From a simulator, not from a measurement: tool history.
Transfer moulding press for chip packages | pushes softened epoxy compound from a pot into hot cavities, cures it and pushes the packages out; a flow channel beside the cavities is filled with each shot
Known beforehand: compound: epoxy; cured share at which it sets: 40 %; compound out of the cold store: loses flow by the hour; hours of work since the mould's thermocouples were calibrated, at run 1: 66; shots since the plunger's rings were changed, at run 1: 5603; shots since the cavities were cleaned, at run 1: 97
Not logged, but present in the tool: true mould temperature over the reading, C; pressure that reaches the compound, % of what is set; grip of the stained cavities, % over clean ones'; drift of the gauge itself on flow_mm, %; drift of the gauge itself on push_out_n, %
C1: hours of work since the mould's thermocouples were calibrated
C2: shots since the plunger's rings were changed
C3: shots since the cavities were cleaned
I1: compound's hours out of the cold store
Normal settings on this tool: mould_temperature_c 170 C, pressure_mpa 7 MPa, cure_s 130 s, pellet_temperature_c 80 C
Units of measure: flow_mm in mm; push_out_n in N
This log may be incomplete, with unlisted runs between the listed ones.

run 1 hour=0 | mould_temperature_c=170 pressure_mpa=7 cure_s=130 pellet_temperature_c=80 | C1=66 C2=5603 C3=97 | I1=12.9 | flow_mm=731 push_out_n=477
-- hour=15 plunger's sealing rings changed
run 2 hour=15.5 | mould_temperature_c=170 pressure_mpa=8.54 cure_s=130 pellet_temperature_c=80 | C1=73 C2=4 C3=199 | I1=14.2 | flow_mm=844 push_out_n=564
run 3 hour=23.5 | mould_temperature_c=170 pressure_mpa=7 cure_s=119 pellet_temperature_c=80 | C1=78 C2=66 C3=261 | I1=30.4 | flow_mm=701 push_out_n=643
run 4 hour=35.4 | mould_temperature_c=170 pressure_mpa=7 cure_s=143 pellet_temperature_c=80 | C1=85 C2=159 C3=354 | I1=26 | flow_mm=732 push_out_n=631
run 5 hour=50.7 | mould_temperature_c=170 pressure_mpa=7 cure_s=143 pellet_temperature_c=80 | C1=93 C2=279 C3=474 | I1=32.3 | flow_mm=706 push_out_n=660
run 6 hour=60.2 | mould_temperature_c=170 pressure_mpa=7 cure_s=143 pellet_temperature_c=80 | C1=99 C2=353 C3=548 | I1=34.4 | flow_mm=702 push_out_n=694
-- hour=73.2 cavities cleaned with cleaning compound and waxed
run 7 hour=78.8 | mould_temperature_c=170 pressure_mpa=7 cure_s=143 pellet_temperature_c=80 | C1=109 C2=488 C3=45 | I1=46.8 | flow_mm=645 push_out_n=380
run 8 hour=90.8 | mould_temperature_c=170 pressure_mpa=7 cure_s=143 pellet_temperature_c=80 | C1=116 C2=581 C3=138 | I1=36 | flow_mm=686 push_out_n=469
run 9 hour=107.5 | mould_temperature_c=169 pressure_mpa=7 cure_s=130 pellet_temperature_c=80 | C1=125 C2=712 C3=269 | I1=27.5 | flow_mm=712 push_out_n=618
-- hour=110.5 mould's thermocouples calibrated
run 10 hour=125.7 | mould_temperature_c=169 pressure_mpa=7 cure_s=130 pellet_temperature_c=80 | C1=9 C2=839 C3=396 | I1=39.3 | flow_mm=679 push_out_n=688
run 11 hour=134.3 | mould_temperature_c=169 pressure_mpa=7 cure_s=130 pellet_temperature_c=80 | C1=14 C2=906 C3=463 | I1=19.9 | flow_mm=744 push_out_n=707
run 12 hour=143.2 | mould_temperature_c=169 pressure_mpa=7 cure_s=130 pellet_temperature_c=80 | C1=19 C2=975 C3=532 | I1=27.6 | flow_mm=717 push_out_n=732
-- hour=151.7 mould's thermocouples calibrated, once more
run 13 hour=155.7 | mould_temperature_c=169 pressure_mpa=7 cure_s=130 pellet_temperature_c=80 | C1=2 C2=1058 C3=615 | I1=39.1 | flow_mm=670 push_out_n=732
-- hour=159.7 cavities cleaned with cleaning compound and waxed
run 14 hour=165.3 | mould_temperature_c=169 pressure_mpa=7 cure_s=130 pellet_temperature_c=80 | C1=7 C2=1122 C3=45 | I1=30.4 | flow_mm=700 push_out_n=403
run 15 hour=175.4 | mould_temperature_c=165 pressure_mpa=7 cure_s=130 pellet_temperature_c=80 | C1=13 C2=1200 C3=123 | I1=45.2 | flow_mm=646 push_out_n=551
run 16 hour=192.5 | mould_temperature_c=172 pressure_mpa=5.41 cure_s=130 pellet_temperature_c=80 | C1=23 C2=1334 C3=257 | I1=14.8 | flow_mm=659 push_out_n=595
run 17 hour=205.5 | mould_temperature_c=172 pressure_mpa=5.41 cure_s=130 pellet_temperature_c=80 | C1=30 C2=1436 C3=359 | I1=23.6 | flow_mm=634 push_out_n=647
run 18 hour=217.4 | mould_temperature_c=170 pressure_mpa=8.75 cure_s=117 pellet_temperature_c=80 | C1=37 C2=1529 C3=452 | I1=37.2 | flow_mm=754 push_out_n=744
run 19 hour=236.2 | mould_temperature_c=170 pressure_mpa=7 cure_s=127 pellet_temperature_c=72 | C1=48 C2=1676 C3=599 | I1=35.7 | flow_mm=673 push_out_n=755
-- hour=242.8 cavities cleaned with cleaning compound and waxed
run 20 hour=246.5 | mould_temperature_c=170 pressure_mpa=8.64 cure_s=169 pellet_temperature_c=80 | C1=53 C2=1745 C3=29 | I1=13.1 | flow_mm=859 push_out_n=348
run 21 hour=260.7 | mould_temperature_c=170 pressure_mpa=8.64 cure_s=169 pellet_temperature_c=80 | C1=61 C2=1856 C3=140 | I1=39.9 | flow_mm=735 push_out_n=474
run 22 hour=280 | mould_temperature_c=170 pressure_mpa=8.64 cure_s=169 pellet_temperature_c=80 | C1=72 C2=2007 C3=291 | I1=25 | flow_mm=792 push_out_n=575
run 23 hour=293.2 | mould_temperature_c=170 pressure_mpa=8.64 cure_s=169 pellet_temperature_c=80 | C1=80 C2=2110 C3=394 | I1=34.9 | flow_mm=746 push_out_n=627
run 24 hour=311.7 | mould_temperature_c=172 pressure_mpa=6.29 cure_s=116 pellet_temperature_c=80 | C1=91 C2=2255 C3=539 | I1=22.8 | flow_mm=675 push_out_n=727
-- hour=326.8 cavities cleaned with cleaning compound and waxed
run 25 hour=329 | mould_temperature_c=172 pressure_mpa=6.29 cure_s=116 pellet_temperature_c=80 | C1=100 C2=2379 C3=18 | I1=37.9 | flow_mm=630 push_out_n=368
run 26 hour=341 | mould_temperature_c=172 pressure_mpa=7.86 cure_s=116 pellet_temperature_c=88 | C1=107 C2=2472 C3=111 | I1=25.5 | flow_mm=746 push_out_n=482
run 27 hour=358.6 | mould_temperature_c=170 pressure_mpa=7 cure_s=121 pellet_temperature_c=80 | C1=117 C2=2610 C3=249 | I1=45 | flow_mm=643 push_out_n=611
run 28 hour=368.7 | mould_temperature_c=177 pressure_mpa=5.62 cure_s=156 pellet_temperature_c=87 | C1=123 C2=2689 C3=328 | I1=31.3 | flow_mm=602 push_out_n=569
run 29 hour=386 | mould_temperature_c=170 pressure_mpa=5.45 cure_s=147 pellet_temperature_c=85 | C1=133 C2=2825 C3=464 | I1=21.3 | flow_mm=639 push_out_n=652

Forecast each of these 3 alternatives for the next run:
run A hour=398.5 | mould_temperature_c=170 pressure_mpa=5.77 cure_s=162 pellet_temperature_c=85 | C1=140 C2=2922 C3=561 | I1=44.8 | flow_mm=? push_out_n=?
run B hour=398.5 | mould_temperature_c=170 pressure_mpa=7.03 cure_s=147 pellet_temperature_c=80 | C1=140 C2=2922 C3=561 | I1=30.1 | flow_mm=? push_out_n=?
run C hour=398.5 | mould_temperature_c=170 pressure_mpa=7.17 cure_s=130 pellet_temperature_c=71 | C1=140 C2=2922 C3=561 | I1=46 | flow_mm=? push_out_n=?

run=A flow_mm=573 push_out_n=640
run=B flow_mm=687 push_out_n=679
run=C flow_mm=645 push_out_n=698
Without the tool's unlogged condition, the same runs would have read:
run=A flow_mm=595 push_out_n=300
run=B flow_mm=713 push_out_n=322
run=C flow_mm=669 push_out_n=326
